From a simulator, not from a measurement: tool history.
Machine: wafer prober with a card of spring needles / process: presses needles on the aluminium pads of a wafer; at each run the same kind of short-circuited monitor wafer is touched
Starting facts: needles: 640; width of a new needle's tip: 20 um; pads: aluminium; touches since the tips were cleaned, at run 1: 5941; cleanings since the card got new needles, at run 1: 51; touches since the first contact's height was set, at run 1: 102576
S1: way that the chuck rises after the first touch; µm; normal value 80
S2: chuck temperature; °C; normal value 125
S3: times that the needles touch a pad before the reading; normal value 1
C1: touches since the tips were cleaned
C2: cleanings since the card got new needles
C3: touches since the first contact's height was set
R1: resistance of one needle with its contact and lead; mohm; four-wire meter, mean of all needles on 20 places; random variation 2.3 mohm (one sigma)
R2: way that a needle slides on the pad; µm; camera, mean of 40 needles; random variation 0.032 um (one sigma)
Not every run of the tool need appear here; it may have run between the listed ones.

{"run": 1, "hour": 0.0, "S1": 80, "S2": 125, "S3": 1, "C1": 5941, "C2": 51, "C3": 102576, "R1": 266, "R2": 16.46}
{"hour": 3.4, "done": "tips cleaned on abrasive film"}
{"hour": 16.9, "done": "tips cleaned on abrasive film"}
{"hour": 30.3, "done": "tips cleaned on abrasive film"}
{"hour": 43.7, "done": "tips cleaned on abrasive film"}
{"run": 2, "hour": 51.2, "S1": 80, "S2": 125, "S3": 1, "C1": 3934, "C2": 55, "C3": 129350, "R1": 266, "R2": 16.46}
{"hour": 58.0, "done": "tips cleaned on abrasive film"}
{"hour": 71.4, "done": "tips cleaned on abrasive film"}
{"hour": 75.0, "done": "height of the first contact set anew"}
{"hour": 85.1, "done": "tips cleaned on abrasive film"}
{"hour": 101.9, "done": "tips cleaned on abrasive film"}
{"run": 3, "hour": 107.3, "S1": 80, "S2": 125, "S3": 1, "C1": 2849, "C2": 59, "C3": 16904, "R1": 267, "R2": 16.44}
{"hour": 117.4, "done": "tips cleaned on abrasive film"}
{"hour": 130.8, "done": "tips cleaned on abrasive film"}
{"hour": 144.3, "done": "tips cleaned on abrasive film"}
{"hour": 157.7, "done": "tips cleaned on abrasive film"}
{"hour": 171.1, "done": "tips cleaned on abrasive film"}
{"hour": 184.6, "done": "tips cleaned on abrasive film"}
{"hour": 198.0, "done": "tips cleaned on abrasive film"}
{"run": 4, "hour": 199.7, "S1": 80, "S2": 125, "S3": 1, "C1": 889, "C2": 66, "C3": 65232, "R1": 267, "R2": 16.46}
{"hour": 213.1, "done": "tips cleaned on abrasive film"}
{"hour": 229.9, "done": "tips cleaned on abrasive film"}
{"hour": 243.3, "done": "tips cleaned on abrasive film"}
{"hour": 256.8, "done": "tips cleaned on abrasive film"}
{"hour": 270.2, "done": "tips cleaned on abrasive film"}
{"hour": 283.6, "done": "tips cleaned on abrasive film"}
{"hour": 297.9, "done": "tips cleaned on abrasive film"}
{"run": 5, "hour": 297.9, "S1": 80, "S2": 125, "S3": 1, "C1": 0, "C2": 73, "C3": 116637, "R1": 269, "R2": 16.46}
{"hour": 311.4, "done": "tips cleaned on abrasive film"}
{"hour": 324.8, "done": "tips cleaned on abrasive film"}
{"hour": 338.2, "done": "tips cleaned on abrasive film"}
{"hour": 348.5, "done": "height of the first contact set anew"}
{"run": 6, "hour": 350.9, "S1": 80, "S2": 125, "S3": 1, "C1": 6522, "C2": 76, "C3": 1251, "R1": 266, "R2": 16.46}
{"hour": 354.3, "done": "tips cleaned on abrasive film"}
{"hour": 367.8, "done": "tips cleaned on abrasive film"}
{"hour": 381.2, "done": "tips cleaned on abrasive film"}
{"hour": 394.6, "done": "tips cleaned on abrasive film"}
{"run": 7, "hour": 396.6, "S1": 80, "S2": 125, "S3": 1, "C1": 1042, "C2": 80, "C3": 25134, "R1": 266, "R2": 16.47}
{"hour": 410.1, "done": "tips cleaned on abrasive film"}
{"hour": 423.5, "done": "tips cleaned on abrasive film"}
{"hour": 440.3, "done": "tips cleaned on abrasive film"}
{"hour": 457.0, "done": "tips cleaned on abrasive film"}
{"run": 8, "hour": 457.3, "S1": 80, "S2": 125, "S3": 1, "C1": 124, "C2": 84, "C3": 56884, "R1": 267, "R2": 16.45}
{"hour": 470.7, "done": "tips cleaned on abrasive film"}
{"hour": 484.1, "done": "tips cleaned on abrasive film"}
{"hour": 497.6, "done": "tips cleaned on abrasive film"}
{"hour": 511.0, "done": "tips cleaned on abrasive film"}
{"hour": 524.4, "done": "tips cleaned on abrasive film"}
{"run": 9, "hour": 526.9, "S1": 80, "S2": 125, "S3": 1, "C1": 1285, "C2": 89, "C3": 93308, "R1": 265, "R2": 16.42}
{"hour": 540.3, "done": "tips cleaned on abrasive film"}
{"hour": 553.7, "done": "tips cleaned on abrasive film"}
{"hour": 567.2, "done": "tips cleaned on abrasive film"}
{"hour": 580.6, "done": "tips cleaned on abrasive film"}
{"run": 10, "hour": 582.7, "S1": 80, "S2": 125, "S3": 1, "C1": 1120, "C2": 93, "C3": 122541, "R1": 269, "R2": 16.47}
{"hour": 596.2, "done": "tips cleaned on abrasive film"}
{"hour": 609.6, "done": "tips cleaned on abrasive film"}
{"hour": 619.9, "done": "height of the first contact set anew"}
{"hour": 623.3, "done": "tips cleaned on abrasive film"}
{"hour": 636.8, "done": "tips cleaned on abrasive film"}
{"hour": 650.2, "done": "tips cleaned on abrasive film"}
{"run": 11, "hour": 652.0, "S1": 80, "S2": 125, "S3": 1, "C1": 958, "C2": 98, "C3": 16771, "R1": 265, "R2": 16.42}
{"hour": 665.5, "done": "tips cleaned on abrasive film"}
{"hour": 678.9, "done": "tips cleaned on abrasive film"}
{"hour": 692.3, "done": "tips cleaned on abrasive film"}
{"hour": 705.8, "done": "tips cleaned on abrasive film"}
{"hour": 719.2, "done": "tips cleaned on abrasive film"}
{"hour": 732.6, "done": "tips cleaned on abrasive film"}
{"hour": 746.1, "done": "tips cleaned on abrasive film"}
{"run": 12, "hour": 754.3, "S1": 80, "S2": 125, "S3": 1, "C1": 4338, "C2": 105, "C3": 70304, "R1": 267, "R2": 16.45}
{"hour": 761.1, "done": "tips cleaned on abrasive film"}
{"hour": 774.5, "done": "tips cleaned on abrasive film"}
{"hour": 787.9, "done": "tips cleaned on abrasive film"}
{"run": 13, "hour": 799.0, "S1": 74, "S2": 38, "S3": 1, "C1": 5823, "C2": 108, "C3": 93697, "R1": 243, "R2": 15.23}
{"hour": 802.4, "done": "tips cleaned on abrasive film"}
{"hour": 815.8, "done": "tips cleaned on abrasive film"}
{"hour": 829.3, "done": "tips cleaned on abrasive film"}
{"hour": 842.7, "done": "tips cleaned on abrasive film"}
{"run": 14, "hour": 851.5, "S1": 82, "S2": 41, "S3": 2, "C1": 4624, "C2": 112, "C3": 121162, "R1": 242, "R2": 16.84}
{"hour": 858.2, "done": "tips cleaned on abrasive film"}
{"hour": 871.7, "done": "tips cleaned on abrasive film"}
{"hour": 885.1, "done": "tips cleaned on abrasive film"}
{"hour": 892.1, "done": "height of the first contact set anew"}
{"hour": 898.9, "done": "tips cleaned on abrasive film"}
{"run": 15, "hour": 902.4, "S1": 80, "S2": 125, "S3": 2, "C1": 1896, "C2": 116, "C3": 5410, "R1": 268, "R2": 16.48}
{"hour": 912.5, "done": "tips cleaned on abrasive film"}
{"hour": 926.0, "done": "tips cleaned on abrasive film"}
{"hour": 939.4, "done": "tips cleaned on abrasive film"}
{"hour": 952.8, "done": "tips cleaned on abrasive film"}
{"hour": 969.6, "done": "tips cleaned on abrasive film"}
{"hour": 986.4, "done": "tips cleaned on abrasive film"}
{"run": 16, "hour": 987.8, "S1": 99, "S2": 125, "S3": 1, "C1": 725, "C2": 122, "C3": 50057, "R1": 263, "R2": 20.39}
{"hour": 1001.2, "done": "tips cleaned on abrasive film"}
{"hour": 1018.0, "done": "tips cleaned on abrasive film"}
{"hour": 1034.7, "done": "tips cleaned on abrasive film"}
{"run": 17, "hour": 1041.8, "S1": 99, "S2": 125, "S3": 1, "C1": 3746, "C2": 125, "C3": 78401, "R1": 262, "R2": 20.33}
{"hour": 1048.6, "done": "tips cleaned on abrasive film"}
{"hour": 1062.0, "done": "tips cleaned on abrasive film"}
{"hour": 1075.5, "done": "tips cleaned on abrasive film"}
{"hour": 1088.9, "done": "tips cleaned on abrasive film"}
{"hour": 1105.7, "done": "tips cleaned on abrasive film"}
{"hour": 1119.1, "done": "tips cleaned on abrasive film"}
{"run": 18, "hour": 1128.4, "S1": 99, "S2": 125, "S3": 1, "C1": 4913, "C2": 131, "C3": 123724, "R1": 263, "R2": 20.36}
{"hour": 1135.2, "done": "tips cleaned on abrasive film"}
{"hour": 1148.6, "done": "tips cleaned on abrasive film"}
{"hour": 1162.1, "done": "tips cleaned on abrasive film"}
{"hour": 1165.7, "done": "height of the first contact set anew"}
{"hour": 1175.8, "done": "tips cleaned on abrasive film"}
{"hour": 1189.2, "done": "tips cleaned on abrasive film"}
{"run": 19, "hour": 1190.2, "S1": 99, "S2": 26, "S3": 1, "C1": 498, "C2": 136, "C3": 12797, "R1": 236, "R2": 20.36}
{"hour": 1203.6, "done": "tips cleaned on abrasive film"}
{"hour": 1217.0, "done": "tips cleaned on abrasive film"}
{"hour": 1233.8, "done": "tips cleaned on abrasive film"}
{"hour": 1247.2, "done": "tips cleaned on abrasive film"}
{"hour": 1264.0, "done": "tips cleaned on abrasive film"}
{"hour": 1277.4, "done": "tips cleaned on abrasive film"}
{"run": 20, "hour": 1280.2, "S1": 80, "S2": 44, "S3": 2, "C1": 1466, "C2": 142, "C3": 59943, "R1": 246, "R2": 16.49}
{"hour": 1293.7, "done": "tips cleaned on abrasive film"}
{"hour": 1307.1, "done": "tips cleaned on abrasive film"}
{"hour": 1320.5, "done": "tips cleaned on abrasive film"}
{"run": 21, "hour": 1322.7, "S1": 80, "S2": 44, "S3": 2, "C1": 1147, "C2": 145, "C3": 82173, "R1": 243, "R2": 16.48}
{"hour": 1336.1, "done": "tips cleaned on abrasive film"}
{"hour": 1352.9, "done": "tips cleaned on abrasive film"}
{"hour": 1366.3, "done": "tips cleaned on abrasive film"}
{"hour": 1379.8, "done": "tips cleaned on abrasive film"}
{"run": 22, "hour": 1381.2, "S1": 63, "S2": 35, "S3": 1, "C1": 749, "C2": 149, "C3": 112791, "R1": 248, "R2": 12.96}
{"hour": 1394.6, "done": "tips cleaned on abrasive film"}
{"hour": 1408.1, "done": "tips cleaned on abrasive film"}
{"hour": 1421.5, "done": "tips cleaned on abrasive film"}
{"hour": 1434.9, "done": "tips cleaned on abrasive film"}
{"hour": 1438.6, "done": "height of the first contact set anew"}
{"hour": 1448.7, "done": "tips cleaned on abrasive film"}
{"hour": 1465.4, "done": "tips cleaned on abrasive film"}
{"hour": 1478.9, "done": "tips cleaned on abrasive film"}
{"run": 23, "hour": 1483.3, "S1": 63, "S2": 113, "S3": 2, "C1": 2356, "C2": 156, "C3": 23440, "R1": 269, "R2": 12.97}

For each entry between runs, how does the tool's hidden state at the last listed run before it compare with that at the first listed run after it?
Between runs 1 and 2: tips cleaned on abrasive film (hour 3.4); tips cleaned on abrasive film (hour 16.9); tips cleaned on abrasive film (hour 30.3); tips cleaned on abrasive film (hour 43.7)
  debris on the tips, nm: 2.1 -> 1.6; way that the needles fall short of the set height, um: 0.05 -> 0.07
Between runs 2 and 3: tips cleaned on abrasive film (hour 58.0); tips cleaned on abrasive film (hour 71.4); height of the first contact set anew (hour 75.0); tips cleaned on abrasive film (hour 85.1); tips cleaned on abrasive film (hour 101.9)
  debris on the tips, nm: 1.6 -> 1.3; way that the needles fall short of the set height, um: 0.07 -> 0.01; tips' diameter, um: 20.07 -> 20.08
Between runs 3 and 4: tips cleaned on abrasive film (hour 117.4); tips cleaned on abrasive film (hour 130.8); tips cleaned on abrasive film (hour 144.3); tips cleaned on abrasive film (hour 157.7); tips cleaned on abrasive film (hour 171.1); tips cleaned on abrasive film (hour 184.6); tips cleaned on abrasive film (hour 198.0)
  debris on the tips, nm: 1.3 -> 0.5; way that the needles fall short of the set height, um: 0.01 -> 0.03; tips' diameter, um: 20.08 -> 20.09
Between runs 4 and 5: tips cleaned on abrasive film (hour 213.1); tips cleaned on abrasive film (hour 229.9); tips cleaned on abrasive film (hour 243.3); tips cleaned on abrasive film (hour 256.8); tips cleaned on abrasive film (hour 270.2); tips cleaned on abrasive film (hour 283.6); tips cleaned on abrasive film (hour 297.9)
  debris on the tips, nm: 0.5 -> 0.2; way that the needles fall short of the set height, um: 0.03 -> 0.06; tips' diameter, um: 20.09 -> 20.1
Between runs 5 and 6: tips cleaned on abrasive film (hour 311.4); tips cleaned on abrasive film (hour 324.8); tips cleaned on abrasive film (hour 338.2); height of the first contact set anew (hour 348.5)
  debris on the tips, nm: 0.2 -> 1.9; way that the needles fall short of the set height, um: 0.06 -> 0
Between runs 6 and 7: tips cleaned on abrasive film (hour 354.3); tips cleaned on abrasive film (hour 367.8); tips cleaned on abrasive film (hour 381.2); tips cleaned on abrasive film (hour 394.6)
  debris on the tips, nm: 1.9 -> 0.6; way that the needles fall short of the set height, um: 0 -> 0.01; tips' diameter, um: 20.1 -> 20.11
Between runs 7 and 8: tips cleaned on abrasive film (hour 410.1); tips cleaned on abrasive film (hour 423.5); tips cleaned on abrasive film (hour 440.3); tips cleaned on abrasive film (hour 457.0)
  debris on the tips, nm: 0.6 -> 0.2; way that the needles fall short of the set height, um: 0.01 -> 0.03
Between runs 8 and 9: tips cleaned on abrasive film (hour 470.7); tips cleaned on abrasive film (hour 484.1); tips cleaned on abrasive film (hour 497.6); tips cleaned on abrasive film (hour 511.0); tips cleaned on abrasive film (hour 524.4)
  debris on the tips, nm: 0.2 -> 0.8; way that the needles fall short of the set height, um: 0.03 -> 0.05; tips' diameter, um: 20.11 -> 20.12
Between runs 9 and 10: tips cleaned on abrasive film (hour 540.3); tips cleaned on abrasive film (hour 553.7); tips cleaned on abrasive film (hour 567.2); tips cleaned on abrasive film (hour 580.6)
  debris on the tips, nm: 0.8 -> 0.6; way that the needles fall short of the set height, um: 0.05 -> 0.06; tips' diameter, um: 20.12 -> 20.13
Between runs 10 and 11: tips cleaned on abrasive film (hour 596.2); tips cleaned on abrasive film (hour 609.6); height of the first contact set anew (hour 619.9); tips cleaned on abrasive film (hour 623.3); tips cleaned on abrasive film (hour 636.8); tips cleaned on abrasive film (hour 650.2)
  debris on the tips, nm: 0.6 -> 0.7; way that the needles fall short of the set height, um: 0.06 -> 0.01
Between runs 11 and 12: tips cleaned on abrasive film (hour 665.5); tips cleaned on abrasive film (hour 678.9); tips cleaned on abrasive film (hour 692.3); tips cleaned on abrasive film (hour 705.8); tips cleaned on abrasive film (hour 719.2); tips cleaned on abrasive film (hour 732.6); tips cleaned on abrasive film (hour 746.1)
  debris on the tips, nm: 0.7 -> 1.8; way that the needles fall short of the set height, um: 0.01 -> 0.04; tips' diameter, um: 20.13 -> 20.14
Between runs 12 and 13: tips cleaned on abrasive film (hour 761.1); tips cleaned on abrasive film (hour 774.5); tips cleaned on abrasive film (hour 787.9)
  debris on the tips, nm: 1.8 -> 2.1; way that the needles fall short of the set height, um: 0.04 -> 0.05; tips' diameter, um: 20.14 -> 20.15
Between runs 13 and 14: tips cleaned on abrasive film (hour 802.4); tips cleaned on abrasive film (hour 815.8); tips cleaned on abrasive film (hour 829.3); tips cleaned on abrasive film (hour 842.7)
  debris on the tips, nm: 2.1 -> 1.9; way that the needles fall short of the set height, um: 0.05 -> 0.07
Between runs 14 and 15: tips cleaned on abrasive film (hour 858.2); tips cleaned on abrasive film (hour 871.7); tips cleaned on abrasive film (hour 885.1); height of the first contact set anew (hour 892.1); tips cleaned on abrasive film (hour 898.9)
  debris on the tips, nm: 1.9 -> 1; way that the needles fall short of the set height, um: 0.07 -> 0; tips' diameter, um: 20.15 -> 20.16
Between runs 15 and 16: tips cleaned on abrasive film (hour 912.5); tips cleaned on abrasive film (hour 926.0); tips cleaned on abrasive film (hour 939.4); tips cleaned on abrasive film (hour 952.8); tips cleaned on abrasive film (hour 969.6); tips cleaned on abrasive film (hour 986.4)
  debris on the tips, nm: 1 -> 0.5; way that the needles fall short of the set height, um: 0 -> 0.03; tips' diameter, um: 20.16 -> 20.17
Between runs 16 and 17: tips cleaned on abrasive film (hour 1001.2); tips cleaned on abrasive film (hour 1018.0); tips cleaned on abrasive film (hour 1034.7)
  debris on the tips, nm: 0.5 -> 1.6; way that the needles fall short of the set height, um: 0.03 -> 0.04
Between runs 17 and 18: tips cleaned on abrasive film (hour 1048.6); tips cleaned on abrasive film (hour 1062.0); tips cleaned on abrasive film (hour 1075.5); tips cleaned on abrasive film (hour 1088.9); tips cleaned on abrasive film (hour 1105.7); tips cleaned on abrasive film (hour 1119.1)
  debris on the tips, nm: 1.6 -> 1.9; way that the needles fall short of the set height, um: 0.04 -> 0.06; tips' diameter, um: 20.17 -> 20.18
Between runs 18 and 19: tips cleaned on abrasive film (hour 1135.2); tips cleaned on abrasive film (hour 1148.6); tips cleaned on abrasive film (hour 1162.1); height of the first contact set anew (hour 1165.7); tips cleaned on abrasive film (hour 1175.8); tips cleaned on abrasive film (hour 1189.2)
  debris on the tips, nm: 1.9 -> 0.4; way that the needles fall short of the set height, um: 0.06 -> 0.01
Between runs 19 and 20: tips cleaned on abrasive film (hour 1203.6); tips cleaned on abrasive film (hour 1217.0); tips cleaned on abrasive film (hour 1233.8); tips cleaned on abrasive film (hour 1247.2); tips cleaned on abrasive film (hour 1264.0); tips cleaned on abrasive film (hour 1277.4)
  debris on the tips, nm: 0.4 -> 0.9; way that the needles fall short of the set height, um: 0.01 -> 0.03; tips' diameter, um: 20.18 -> 20.19
Between runs 20 and 21: tips cleaned on abrasive film (hour 1293.7); tips cleaned on abrasive film (hour 1307.1); tips cleaned on abrasive film (hour 1320.5)
  debris on the tips, nm: 0.9 -> 0.5; way that the needles fall short of the set height, um: 0.03 -> 0.04; tips' diameter, um: 20.19 -> 20.2
Between runs 21 and 22: tips cleaned on abrasive film (hour 1336.1); tips cleaned on abrasive film (hour 1352.9); tips cleaned on abrasive film (hour 1366.3); tips cleaned on abrasive film (hour 1379.8)
  debris on the tips, nm: 0.5 -> 0.6; way that the needles fall short of the set height, um: 0.04 -> 0.06
Between runs 22 and 23: tips cleaned on abrasive film (hour 1394.6); tips cleaned on abrasive film (hour 1408.1); tips cleaned on abrasive film (hour 1421.5); tips cleaned on abrasive film (hour 1434.9); height of the first contact set anew (hour 1438.6); tips cleaned on abrasive film (hour 1448.7); tips cleaned on abrasive film (hour 1465.4); tips cleaned on abrasive film (hour 1478.9)
  debris on the tips, nm: 0.6 -> 1.3; way that the needles fall short of the set height, um: 0.06 -> 0.01; tips' diameter, um: 20.2 -> 20.21

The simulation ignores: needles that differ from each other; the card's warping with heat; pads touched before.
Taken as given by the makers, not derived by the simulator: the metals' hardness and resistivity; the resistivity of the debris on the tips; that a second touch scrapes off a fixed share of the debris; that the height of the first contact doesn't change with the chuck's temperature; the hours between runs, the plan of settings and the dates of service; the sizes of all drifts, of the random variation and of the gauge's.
